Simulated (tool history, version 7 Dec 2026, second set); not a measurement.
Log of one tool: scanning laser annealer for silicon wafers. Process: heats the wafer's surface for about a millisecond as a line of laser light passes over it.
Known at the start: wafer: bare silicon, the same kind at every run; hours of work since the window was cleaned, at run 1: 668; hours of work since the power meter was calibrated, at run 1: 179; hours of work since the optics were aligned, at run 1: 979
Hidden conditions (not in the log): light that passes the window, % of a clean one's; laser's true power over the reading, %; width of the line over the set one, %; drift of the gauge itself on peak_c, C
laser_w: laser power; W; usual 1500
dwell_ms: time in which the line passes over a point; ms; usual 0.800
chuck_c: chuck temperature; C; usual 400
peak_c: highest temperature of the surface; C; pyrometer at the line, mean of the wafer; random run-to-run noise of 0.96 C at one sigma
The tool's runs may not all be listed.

run   hour  laser_w  dwell_ms  chuck_c  hours of work since the window was cleaned  hours of work since the power meter was calibrated  hours of work since the optics were aligned  peak_c
  1    0.0     1500     0.800      400                                         668                                                 179                                          979  1116.2
  2    9.0     1500     0.800      374                                         674                                                 185                                          984  1088.3
  3   15.0     1500     0.800      400                                         678                                                 189                                          988  1113.9
  4   19.4     1500     0.800      426                                         681                                                 192                                          991  1140.7
  5   26.6     1500     0.800      363                                         686                                                 197                                          996  1077.8
  6   32.9     1500     0.800      363                                         690                                                 201                                         1000  1075.8
  7   42.8     1500     0.739      400                                         696                                                 207                                         1006  1089.1
  8   47.8     1500     0.739      400                                         699                                                 211                                         1010  1088.1
  9   52.7     1500     0.739      400                                         702                                                 214                                         1013  1088.3
 10   59.5     1346     0.800      400                                         707                                                 218                                         1017  1035.6
 11   64.4     1500     0.567      400                                         710                                                 221                                         1020  1009.4
 12   71.6     1399     0.800      400                                         715                                                 226                                         1025  1060.6
 13   76.0     1396     0.637      380                                         718                                                 229                                         1028   974.8
 14   83.6     1396     0.664      427                                         723                                                 234                                         1033  1031.4
 15   92.1     1396     0.664      427                                         728                                                 239                                         1038  1032.3
 16   96.6     1338     0.837      383                                         731                                                 242                                         1041  1024.7
 17  103.4     1598     0.784      434                                         735                                                 247                                         1046  1193.6
 18  111.8     1293     0.703      417                                         741                                                 252                                         1051   988.4
 19  118.4     1317     0.637      401                                         745                                                 256                                         1056   956.6
 20  125.0     1312     0.691      389                                         749                                                 261                                         1060   963.8
 21  130.4     1419     0.748      389                                         753                                                 264                                         1063  1039.1
 22  139.2     1419     0.748      389                                         759                                                 270                                         1069  1040.2
 23  144.2     1419     0.748      389                                         762                                                 273                                         1072  1040.9

Forecast each of these 3 alternatives for the next run:
  A  153.5     1415     0.800      369                                         768                                                 279                                         1078       ?
  B  153.5     1359     0.579      389                                         768                                                 279                                         1078       ?
  C  153.5     1293     0.800      364                                         768                                                 279                                         1078       ?

run  peak_c
  A  1038.8
  B   940.8
  C   970.9
The same runs, with their run-to-run variation unchanged, on a tool lacking any hidden condition would have given:
run  peak_c
  A  1039.4
  B   941.3
  C   971.5
